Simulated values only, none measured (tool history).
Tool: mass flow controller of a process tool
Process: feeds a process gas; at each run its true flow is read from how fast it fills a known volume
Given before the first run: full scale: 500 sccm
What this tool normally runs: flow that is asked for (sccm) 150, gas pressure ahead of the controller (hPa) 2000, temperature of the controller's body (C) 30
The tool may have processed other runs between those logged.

| run | day | flow that is asked for (sccm) | gas pressure ahead of the controller (hPa) | temperature of the controller's body (C) | true flow (%) |
|---|---|---|---|---|---|
| 1 | 0.000 | 150 | 2000 | 30 | 97.34 |
| 2 | 4.404 | 150 | 2000 | 30 | 97.37 |
| 3 | 9.275 | 150 | 2000 | 30 | 97.48 |
| 4 | 15.004 | 150 | 2000 | 30 | 97.60 |
| 5 | 21.046 | 150 | 2000 | 30 | 97.62 |
| 6 | 25.379 | 150 | 2000 | 30 | 97.73 |
| 7 | 29.717 | 150 | 2000 | 30 | 97.70 |
| 8 | 32.854 | 150 | 2000 | 30 | 97.87 |
| 9 | 38.108 | 192 | 2000 | 30 | 98.09 |
| 10 | 41.233 | 192 | 2000 | 30 | 98.31 |
| 11 | 44.296 | 150 | 2620 | 30 | 97.78 |
| 12 | 50.150 | 150 | 2620 | 30 | 97.72 |
| 13 | 54.042 | 150 | 2000 | 30 | 98.15 |
| 14 | 60.179 | 150 | 2000 | 30 | 98.27 |
| 15 | 63.442 | 150 | 2000 | 30 | 98.23 |
|  | 65.325 | gauge calibrated |
| 16 | 69.262 | 150 | 2000 | 30 | 97.46 |
| 17 | 74.971 | 150 | 2000 | 30 | 97.46 |
| 18 | 78.879 | 150 | 2000 | 30 | 97.60 |
| 19 | 82.500 | 150 | 2000 | 30 | 97.50 |
| 20 | 86.888 | 150 | 2000 | 20 | 98.33 |
| 21 | 90.629 | 150 | 2000 | 23 | 98.21 |
| 22 | 96.012 | 130 | 2320 | 21 | 98.10 |
| 23 | 99.600 | 150 | 1750 | 30 | 97.87 |
| 24 | 102.092 | 414 | 2000 | 26 | 99.83 |
| 25 | 104.633 | 116 | 1950 | 40 | 96.97 |
| 26 | 109.812 | 101 | 1900 | 40 | 96.87 |
| 27 | 115.567 | 314 | 1860 | 36 | 98.76 |
| 28 | 121.262 | 202 | 2580 | 34 | 98.03 |
| 29 | 125.971 | 150 | 2080 | 20 | 98.87 |
| 30 | 131.008 | 150 | 1530 | 21 | 99.18 |
| 31 | 134.575 | 150 | 1530 | 21 | 99.12 |
| 32 | 140.033 | 302 | 1650 | 30 | 99.57 |
| 33 | 145.162 | 50 | 2000 | 36 | 97.39 |
| 34 | 151.175 | 142 | 1630 | 30 | 98.68 |
| 35 | 154.396 | 142 | 1630 | 30 | 98.71 |
| 36 | 159.500 | 437 | 1630 | 30 | 100.66 |
| 37 | 165.088 | 437 | 1630 | 36 | 100.23 |
| 38 | 168.033 | 91 | 1630 | 36 | 98.01 |
| 39 | 173.062 | 150 | 2000 | 20 | 99.56 |
| 40 | 179.021 | 83 | 2000 | 22 | 98.97 |
| 41 | 184.712 | 105 | 2000 | 26 | 98.97 |

Predict each of these 3 candidate next runs independently; none follows another, all start after run 41:
| A | 188.933 | 67 | 2240 | 30 | ? |
| B | 188.933 | 150 | 1940 | 24 | ? |
| C | 188.933 | 105 | 1840 | 26 | ? |

| run | true flow (%) |
|---|---|
| A | 98.34 |
| B | 99.36 |
| C | 99.00 |
Without the tool's hidden state the same runs would have given:
| run | true flow (%) |
|---|---|
| A | 96.69 |
| B | 97.70 |
| C | 97.34 |
